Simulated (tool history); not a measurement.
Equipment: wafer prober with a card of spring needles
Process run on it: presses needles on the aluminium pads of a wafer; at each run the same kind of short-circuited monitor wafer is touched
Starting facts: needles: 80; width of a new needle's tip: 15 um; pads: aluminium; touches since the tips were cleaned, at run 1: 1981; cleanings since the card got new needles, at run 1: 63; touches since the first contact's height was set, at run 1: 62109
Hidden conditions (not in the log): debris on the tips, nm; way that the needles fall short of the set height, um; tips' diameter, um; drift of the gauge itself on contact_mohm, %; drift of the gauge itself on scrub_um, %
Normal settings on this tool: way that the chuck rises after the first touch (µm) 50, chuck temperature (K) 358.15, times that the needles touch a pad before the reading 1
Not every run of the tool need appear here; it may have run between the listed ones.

run   hour  way that the chuck rises after the first touch (µm)  chuck temperature (K)  times that the needles touch a pad before the reading  touches since the tips were cleaned  cleanings since the card got new needles  touches since the first contact's height was set  resistance of one needle with its contact and lead (mohm)  way that a needle slides on the pad (µm)
  1    0.0                                                   50                 358.15                                                      1                                 1981                                        63                                             62109                                                        133                                      9.71
      26.9  -- tips cleaned on abrasive film
  2   43.7                                                   50                 358.15                                                      1                                 3648                                        64                                             71580                                                        131                                      9.69
      68.1  -- tips cleaned on abrasive film
  3   87.6                                                   50                 358.15                                                      1                                 4238                                        65                                             81085                                                        130                                      9.71
     109.8  -- tips cleaned on abrasive film
  4  132.0                                                   50                 358.15                                                      3                                 4829                                        66                                             90711                                                        131                                      9.64
     146.1  -- tips cleaned on abrasive film
  5  180.9                                                   50                 358.15                                                      3                                 7558                                        67                                            101305                                                        131                                      9.66
     187.1  -- tips cleaned on abrasive film
     228.4  -- tips cleaned on abrasive film
  6  232.5                                                   50                 384.15                                                      1                                  889                                        69                                            112467                                                        135                                      9.69
     270.4  -- tips cleaned on abrasive film
  7  293.7                                                   50                 384.15                                                      1                                 5059                                        70                                            125744                                                        134                                      9.67
     313.3  -- tips cleaned on abrasive film
     353.7  -- tips cleaned on abrasive film
  8  363.2                                                   50                 358.15                                                      1                                 2062                                        72                                            140777                                                        132                                      9.65
     389.9  -- tips cleaned on abrasive film
     427.1  -- tips cleaned on abrasive film
  9  436.9                                                   50                 358.15                                                      1                                 2122                                        74                                            156752                                                        127                                      9.64
     470.3  -- tips cleaned on abrasive film
     503.3  -- height of the first contact set anew
     508.1  -- tips cleaned on abrasive film
 10  508.8                                                   54                 319.15                                                      2                                  155                                        76                                              1189                                                        124                                     10.41
     547.5  -- tips cleaned on abrasive film
 11  550.3                                                   54                 319.15                                                      2                                  619                                        77                                             10172                                                        119                                     10.42
     591.6  -- tips cleaned on abrasive film
 12  607.9                                                   38                 304.15                                                      2                                 3537                                        78                                             22647                                                        130                                      7.32
     632.4  -- tips cleaned on abrasive film
     672.8  -- tips cleaned on abrasive film
 13  694.8                                                   38                 304.15                                                      2                                 4775                                        80                                             41477                                                        130                                      7.30
     709.2  -- tips cleaned on abrasive film
     745.8  -- tips cleaned on abrasive film
 14  779.0                                                   38                 386.15                                                      2                                 7214                                        82                                             59730                                                        146                                      7.31
     787.5  -- tips cleaned on abrasive film
     827.2  -- tips cleaned on abrasive film
 15  854.5                                                   35                 307.15                                                      2                                 5950                                        84                                             76089                                                        133                                      6.67
     867.7  -- tips cleaned on abrasive film
 16  902.1                                                   34                 349.15                                                      2                                 7465                                        85                                             86384                                                        142                                      6.52
     907.7  -- tips cleaned on abrasive film
     945.5  -- tips cleaned on abrasive film
     985.7  -- tips cleaned on abrasive film
 17  991.2                                                   34                 349.15                                                      2                                 1209                                        88                                            105684                                                        142                                      6.49

Below, each run's measurement less what the same run would have read without the hidden state. Both values contain the same run-to-run variation, but the gauge's scatter may not be the same in both:
run  way that a needle slides on the pad (µm)
  1                                     +0.00
  2                                     -0.01
  3                                     -0.01
  4                                     -0.03
  5                                     -0.03
  6                                     -0.04
  7                                     -0.04
  8                                     -0.06
  9                                     -0.07
 10                                     -0.08
 11                                     -0.09
 12                                     -0.07
 13                                     -0.08
 14                                     -0.09
 15                                     -0.10
 16                                     -0.09
 17                                     -0.10
resistance of one needle with its contact and lead (mohm) without the hidden state stays within 1 of what was measured, in all runs.
